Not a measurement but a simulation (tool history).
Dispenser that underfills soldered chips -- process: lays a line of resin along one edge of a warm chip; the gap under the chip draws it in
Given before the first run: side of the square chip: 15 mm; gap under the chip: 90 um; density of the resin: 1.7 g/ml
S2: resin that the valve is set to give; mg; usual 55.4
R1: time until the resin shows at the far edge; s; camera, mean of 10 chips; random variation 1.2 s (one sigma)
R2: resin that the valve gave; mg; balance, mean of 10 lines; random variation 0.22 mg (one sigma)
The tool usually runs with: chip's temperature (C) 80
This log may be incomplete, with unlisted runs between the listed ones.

Run 1, hour 0.0: usual settings. Result: R1 160.2 s, R2 54.56 mg.
Run 2, hour 4.3: usual settings. Result: R1 197.3 s, R2 54.54 mg.
Run 3, hour 11.8: usual settings but chip's temperature (C) 87. Result: R1 96.7 s, R2 55.64 mg.
Run 4, hour 16.8: usual settings. Result: R1 159.8 s, R2 55.25 mg.
Run 5, hour 21.3: usual settings. Result: R1 203.7 s, R2 55.22 mg.
Run 6, hour 25.9: usual settings. Result: R1 118.4 s, R2 55.30 mg.
Run 7, hour 31.5: usual settings. Result: R1 155.0 s, R2 55.01 mg.
Run 8, hour 35.6: usual settings. Result: R1 190.1 s, R2 55.38 mg.
Run 9, hour 40.6: usual settings. Result: R1 115.7 s, R2 55.10 mg.
Run 10, hour 43.7: usual settings. Result: R1 134.3 s, R2 55.05 mg.
Run 11, hour 50.0: usual settings. Result: R1 187.4 s, R2 54.79 mg.
Run 12, hour 56.3: usual settings but S2 49.8 mg. Result: R1 120.8 s, R2 49.60 mg.
Run 13, hour 61.3: usual settings but S2 49.8 mg. Result: R1 155.5 s, R2 48.94 mg.
Run 14, hour 65.1: usual settings but S2 49.8 mg. Result: R1 192.3 s, R2 48.88 mg.
Run 15, hour 68.6: usual settings but S2 49.8 mg. Result: R1 229.1 s, R2 49.20 mg.
Run 16, hour 72.7: usual settings but S2 49.8 mg. Result: R1 129.7 s, R2 49.04 mg.
Run 17, hour 76.9: usual settings. Result: R1 160.8 s, R2 54.32 mg.
Run 18, hour 80.5: usual settings. Result: R1 185.1 s, R2 55.16 mg.
Run 19, hour 85.6: usual settings but chip's temperature (C) 76, S2 55.1 mg. Result: R1 278.5 s, R2 54.80 mg.
Run 20, hour 91.1: usual settings but chip's temperature (C) 85. Result: R1 117.6 s, R2 55.47 mg.
Run 21, hour 96.5: usual settings but chip's temperature (C) 79. Result: R1 198.6 s, R2 55.23 mg.
Run 22, hour 100.1: usual settings but S2 55.5 mg. Result: R1 226.3 s, R2 55.14 mg.
Run 23, hour 106.3: usual settings but chip's temperature (C) 65, S2 55.5 mg. Result: R1 264.0 s, R2 54.64 mg.
Run 24, hour 109.0: usual settings but chip's temperature (C) 93, S2 53.4 mg. Result: R1 102.7 s, R2 52.90 mg.
Run 25, hour 115.2: usual settings but chip's temperature (C) 82, S2 58.8 mg. Result: R1 209.7 s, R2 58.46 mg.
Run 26, hour 118.7: usual settings but chip's temperature (C) 74, S2 60.7 mg. Result: R1 150.6 s, R2 59.63 mg.
Run 27, hour 123.9: usual settings but chip's temperature (C) 79, S2 61.2 mg. Result: R1 161.1 s, R2 60.55 mg.
Run 28, hour 128.8: usual settings but chip's temperature (C) 78, S2 51.8 mg. Result: R1 219.6 s, R2 50.80 mg.
Run 29, hour 133.9: usual settings but chip's temperature (C) 78, S2 51.8 mg. Result: R1 132.3 s, R2 51.11 mg.
Run 30, hour 139.5: usual settings but chip's temperature (C) 78, S2 51.8 mg. Result: R1 174.6 s, R2 50.89 mg.
Run 31, hour 145.2: usual settings but chip's temperature (C) 83, S2 57.9 mg. Result: R1 196.0 s, R2 56.86 mg.
Run 32, hour 149.3: usual settings but chip's temperature (C) 90, S2 48.7 mg. Result: R1 79.6 s, R2 48.63 mg.
Run 33, hour 155.2: usual settings but chip's temperature (C) 68, S2 56.3 mg. Result: R1 263.7 s, R2 56.14 mg.
Run 34, hour 158.0: usual settings but chip's temperature (C) 66, S2 54.7 mg. Result: R1 329.8 s, R2 54.56 mg.
Run 35, hour 162.4: usual settings but chip's temperature (C) 85, S2 49.2 mg. Result: R1 195.3 s, R2 48.70 mg.

The log once held 13 entries between its listed runs, left out of this copy. Where does each go, and what is different about the tool's unlogged condition between the listed run before it and the listed run after it?
After run 2, before run 3: new syringe of resin (hour 9.3); dispensing valve cleaned and set on the balance (hour 10.6)
  resin's viscosity, % of fresh resin's: 170.7 -> 108.3; dose that the valve gives, % of what is set: 98.34 -> 100.31; true chip temperature over the reading, C: -0.12 -> -0.13
  measured less the result without the state, R1: +82.5 -> +7.8 s; R2: -0.92 -> +0.17 mg
After run 5, before run 6: new syringe of resin (hour 25.4)
  resin's viscosity, % of fresh resin's: 178.8 -> 101.5; dose that the valve gives, % of what is set: 100 -> 99.87
  measured less the result without the state, R1: +90.3 -> +2.5 s; R2: +0.00 -> -0.07 mg
After run 8, before run 9: new syringe of resin (hour 40.6)
  resin's viscosity, % of fresh resin's: 169.9 -> 98.7; dose that the valve gives, % of what is set: 99.56 -> 99.4; true chip temperature over the reading, C: -0.17 -> -0.18
  measured less the result without the state, R1: +79.2 -> -0.6 s; R2: -0.25 -> -0.33 mg
After run 11, before run 12: new syringe of resin (hour 55.7)
  resin's viscosity, % of fresh resin's: 162.3 -> 102.3; dose that the valve gives, % of what is set: 99.09 -> 98.9; true chip temperature over the reading, C: -0.19 -> -0.2
  measured less the result without the state, R1: +72.9 -> +3.8 s; R2: -0.50 -> -0.55 mg
After run 15, before run 16: new syringe of resin (hour 71.0)
  resin's viscosity, % of fresh resin's: 196.6 -> 110.4; dose that the valve gives, % of what is set: 98.5 -> 98.38; true chip temperature over the reading, C: -0.22 -> -0.23
  measured less the result without the state, R1: +113.9 -> +13.7 s; R2: -0.74 -> -0.81 mg
After run 17, before run 18: dispensing valve cleaned and set on the balance (hour 79.7)
  resin's viscosity, % of fresh resin's: 138.1 -> 158.6; dose that the valve gives, % of what is set: 98.26 -> 99.94
  measured less the result without the state, R1: +45.6 -> +69.5 s; R2: -0.97 -> -0.03 mg
After run 19, before run 20: new syringe of resin (hour 87.2)
  resin's viscosity, % of fresh resin's: 207.5 -> 123.5; dose that the valve gives, % of what is set: 99.79 -> 99.63; true chip temperature over the reading, C: -0.25 -> -0.26
  measured less the result without the state, R1: +145.5 -> +23.3 s; R2: -0.11 -> -0.21 mg
After run 22, before run 23: new syringe of resin (hour 102.5)
  resin's viscosity, % of fresh resin's: 199 -> 124.3; dose that the valve gives, % of what is set: 99.36 -> 99.16; true chip temperature over the reading, C: -0.27 -> -0.28
  measured less the result without the state, R1: +113.7 -> +54.2 s; R2: -0.36 -> -0.46 mg
After run 25, before run 26: new syringe of resin (hour 117.9)
  resin's viscosity, % of fresh resin's: 198.7 -> 102.6; dose that the valve gives, % of what is set: 98.87 -> 98.76; true chip temperature over the reading, C: -0.29 -> -0.3
  measured less the result without the state, R1: +105.4 -> +5.8 s; R2: -0.67 -> -0.75 mg
After run 28, before run 29: new syringe of resin (hour 133.1)
  resin's viscosity, % of fresh resin's: 175.3 -> 103.5; dose that the valve gives, % of what is set: 98.44 -> 98.3
  measured less the result without the state, R1: +96.1 -> +6.4 s; R2: -0.80 -> -0.88 mg
After run 31, before run 32: dispensing valve cleaned and set on the balance (hour 148.7); new syringe of resin (hour 149.3)
  resin's viscosity, % of fresh resin's: 188.5 -> 101.1; dose that the valve gives, % of what is set: 97.94 -> 100.01; true chip temperature over the reading, C: -0.34 -> -0.35
  measured less the result without the state, R1: +93.7 -> +1.8 s; R2: -1.20 -> +0.00 mg

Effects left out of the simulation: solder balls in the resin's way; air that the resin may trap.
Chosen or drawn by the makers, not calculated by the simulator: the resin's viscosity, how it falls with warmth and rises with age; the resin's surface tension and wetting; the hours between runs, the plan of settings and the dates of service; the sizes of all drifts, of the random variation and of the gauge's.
